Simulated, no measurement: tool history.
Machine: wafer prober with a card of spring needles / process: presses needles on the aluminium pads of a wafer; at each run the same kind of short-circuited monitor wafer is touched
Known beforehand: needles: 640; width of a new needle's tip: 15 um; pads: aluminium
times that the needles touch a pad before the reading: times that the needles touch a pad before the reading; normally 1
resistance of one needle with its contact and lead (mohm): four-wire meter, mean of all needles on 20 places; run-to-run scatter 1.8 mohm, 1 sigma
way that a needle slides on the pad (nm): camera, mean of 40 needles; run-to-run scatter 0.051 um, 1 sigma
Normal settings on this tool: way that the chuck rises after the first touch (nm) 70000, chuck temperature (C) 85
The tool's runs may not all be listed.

run,day,way that the chuck rises after the first touch (nm),chuck temperature (C),times that the needles touch a pad before the reading,resistance of one needle with its contact and lead (mohm),way that a needle slides on the pad (nm)
1,0.000,70000,85,1,191,14160
# day 0.938: tips cleaned on abrasive film
2,1.358,70000,85,1,190,14150
# day 1.854: tips cleaned on abrasive film
3,2.275,70000,32,1,182,14130
# day 2.825: tips cleaned on abrasive film
4,3.396,70000,32,1,181,14090
# day 3.788: tips cleaned on abrasive film
# day 4.729: tips cleaned on abrasive film
5,4.846,70000,85,1,192,14100
# day 5.729: tips cleaned on abrasive film
6,6.171,70000,60,1,188,14080
# day 6.650: tips cleaned on abrasive film
7,6.879,70000,60,1,188,14030
# day 7.588: tips cleaned on abrasive film
8,8.312,70000,60,2,189,14110
# day 8.521: tips cleaned on abrasive film
9,9.375,70000,60,2,187,14070
# day 9.512: tips cleaned on abrasive film
10,10.025,70000,85,1,191,14120
# day 10.479: tips cleaned on abrasive film
# day 11.438: tips cleaned on abrasive film
11,11.533,63000,85,1,195,12790
12,12.308,63000,85,1,193,12670
# day 12.404: tips cleaned on abrasive film
# day 13.346: tips cleaned on abrasive film
13,13.842,63000,85,1,193,12740
# day 14.254: tips cleaned on abrasive film
14,14.912,63000,85,1,190,12810
# day 15.242: tips cleaned on abrasive film
# day 15.567: height of the first contact set anew
15,15.583,63000,85,1,196,12660
# day 16.171: tips cleaned on abrasive film
16,17.071,63000,85,1,193,12720
# day 17.200: tips cleaned on abrasive film
# day 18.112: tips cleaned on abrasive film
17,18.458,63000,85,1,193,12660
# day 19.092: tips cleaned on abrasive film
18,19.467,78000,85,1,193,15710
# day 20.029: tips cleaned on abrasive film
19,20.325,54000,46,2,187,10870
# day 21.054: tips cleaned on abrasive film
20,21.896,77000,46,2,184,15560
# day 22.000: tips cleaned on abrasive film
21,22.746,70000,93,2,195,14080
# day 22.933: tips cleaned on abrasive film
# day 23.912: tips cleaned on abrasive film
22,24.121,67000,93,2,192,13490
# day 24.871: tips cleaned on abrasive film
23,24.871,70000,85,3,193,14070
# day 25.783: tips cleaned on abrasive film
24,25.954,70000,85,3,190,13990
# day 26.729: tips cleaned on abrasive film
25,26.733,57000,85,2,192,11510
# day 27.696: tips cleaned on abrasive film
26,28.175,57000,39,2,187,11430
# day 28.662: tips cleaned on abrasive film
27,29.354,57000,39,2,185,11460
# day 29.633: tips cleaned on abrasive film
28,30.162,70000,26,1,180,14050
# day 30.567: tips cleaned on abrasive film
# day 31.146: height of the first contact set anew
29,31.304,70000,41,1,184,14050
# day 31.521: tips cleaned on abrasive film
30,32.088,70000,41,1,181,14130
# day 32.446: tips cleaned on abrasive film
# day 33.367: tips cleaned on abrasive film
31,33.404,70000,101,1,196,14060
32,34.208,69000,85,2,192,13920

Alternative continuations, all from the tool just after run 32; predict every row:
# day 34.304: tips cleaned on abrasive film
# day 35.258: tips cleaned on abrasive film
A,35.583,67000,44,2,?,?
# day 34.304: tips cleaned on abrasive film
# day 35.258: tips cleaned on abrasive film
B,35.583,78000,85,3,?,?
# day 34.304: tips cleaned on abrasive film
# day 35.258: tips cleaned on abrasive film
C,35.583,55000,42,1,?,?

run,resistance of one needle with its contact and lead (mohm),way that a needle slides on the pad (nm)
A,184,13530
B,188,15860
C,186,11030
With no hidden state in the tool, these same runs would have given:
run,resistance of one needle with its contact and lead (mohm),way that a needle slides on the pad (nm)
A,183,13530
B,188,15860
C,185,11030
